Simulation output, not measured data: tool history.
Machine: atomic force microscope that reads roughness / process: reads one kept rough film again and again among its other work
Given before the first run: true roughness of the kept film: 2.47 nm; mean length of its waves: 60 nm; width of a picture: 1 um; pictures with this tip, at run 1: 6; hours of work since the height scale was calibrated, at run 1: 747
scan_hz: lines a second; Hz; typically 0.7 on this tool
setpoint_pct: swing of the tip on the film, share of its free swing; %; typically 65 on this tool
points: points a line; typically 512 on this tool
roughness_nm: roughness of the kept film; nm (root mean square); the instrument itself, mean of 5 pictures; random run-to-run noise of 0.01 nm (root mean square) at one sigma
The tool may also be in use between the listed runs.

| run | hour | scan_hz | setpoint_pct | points | pictures with this tip | hours of work since the height scale was calibrated | roughness_nm |
|---|---|---|---|---|---|---|---|
| 1 | 0 | 0.7 | 65 | 512 | 6 | 747 | 2.338 |
| 2 | 36.4 | 0.7 | 65 | 512 | 66 | 773 | 2.277 |
|  | 46.4 | new tip fitted |
| 3 | 59.1 | 0.823 | 65 | 512 | 21 | 789 | 2.31 |
| 4 | 77.5 | 0.823 | 71 | 512 | 52 | 803 | 2.27 |
|  | 97.6 | new tip fitted |
| 5 | 109.3 | 0.823 | 71 | 512 | 20 | 825 | 2.301 |
| 6 | 136.7 | 0.823 | 71 | 512 | 65 | 845 | 2.24 |
|  | 149.8 | new tip fitted |
| 7 | 165.1 | 0.7 | 58 | 512 | 25 | 865 | 2.328 |
| 8 | 198.4 | 0.7 | 58 | 512 | 81 | 889 | 2.246 |
|  | 202.3 | new tip fitted |
| 9 | 218.7 | 0.7 | 65 | 512 | 27 | 903 | 2.304 |
| 10 | 247.6 | 0.7 | 65 | 512 | 75 | 924 | 2.243 |
|  | 253.4 | new tip fitted |
| 11 | 271.3 | 0.7 | 65 | 512 | 30 | 941 | 2.304 |
| 12 | 292.2 | 0.7 | 65 | 512 | 64 | 956 | 2.26 |
|  | 304.3 | new tip fitted |
| 13 | 314.9 | 0.7 | 65 | 512 | 17 | 972 | 2.312 |
| 14 | 351.7 | 0.7 | 65 | 512 | 78 | 998 | 2.238 |
|  | 355.6 | new tip fitted |
| 15 | 388.7 | 2.951 | 65 | 512 | 55 | 1025 | 2.181 |
|  | 407.1 | new tip fitted |
| 16 | 407.3 | 2.951 | 65 | 512 | 0 | 1038 | 2.247 |
| 17 | 432.4 | 1.409 | 56 | 582 | 41 | 1056 | 2.273 |
| 18 | 455.8 | 2.206 | 89 | 985 | 80 | 1073 | 1.984 |
|  | 459.7 | new tip fitted |
| 19 | 482.4 | 0.572 | 75 | 625 | 38 | 1092 | 2.284 |
|  | 511.3 | new tip fitted |
| 20 | 518.2 | 1.772 | 65 | 512 | 11 | 1117 | 2.269 |
| 21 | 552.1 | 1.772 | 65 | 512 | 67 | 1141 | 2.184 |
|  | 561.5 | new tip fitted |
| 22 | 585 | 0.7 | 76 | 951 | 39 | 1165 | 2.24 |
|  | 611.7 | new tip fitted |
| 23 | 611.7 | 0.7 | 76 | 951 | 0 | 1184 | 2.29 |
| 24 | 648.7 | 0.7 | 76 | 951 | 61 | 1210 | 2.236 |
|  | 657.7 | height scale calibrated on a step standard |
|  | 664.1 | new tip fitted |
| 25 | 677.2 | 0.542 | 76 | 340 | 22 | 14 | 2.351 |
| 26 | 704.7 | 0.542 | 76 | 340 | 67 | 34 | 2.302 |
|  | 714.7 | new tip fitted |
| 27 | 733.6 | 1.33 | 55 | 340 | 32 | 54 | 2.324 |

4 options for the next run, each taken on its own from the tool as it stands now. Forecast them:
|  | 766.3 | new tip fitted |
| A | 767.4 | 3.19 | 65 | 632 | 2 | 78 | ? |
|  | 766.3 | new tip fitted |
| B | 767.4 | 1.33 | 55 | 469 | 2 | 78 | ? |
|  | 766.3 | new tip fitted |
| C | 767.4 | 0.741 | 62 | 512 | 2 | 78 | ? |
|  | 766.3 | new tip fitted |
| D | 767.4 | 2.701 | 61 | 259 | 2 | 78 | ? |

| run | roughness_nm |
|---|---|
| A | 2.277 |
| B | 2.382 |
| C | 2.401 |
| D | 2.328 |
The same runs, with their run-to-run variation unchanged, on a tool lacking any hidden condition would have given:
| run | roughness_nm |
|---|---|
| A | 2.282 |
| B | 2.388 |
| C | 2.406 |
| D | 2.333 |

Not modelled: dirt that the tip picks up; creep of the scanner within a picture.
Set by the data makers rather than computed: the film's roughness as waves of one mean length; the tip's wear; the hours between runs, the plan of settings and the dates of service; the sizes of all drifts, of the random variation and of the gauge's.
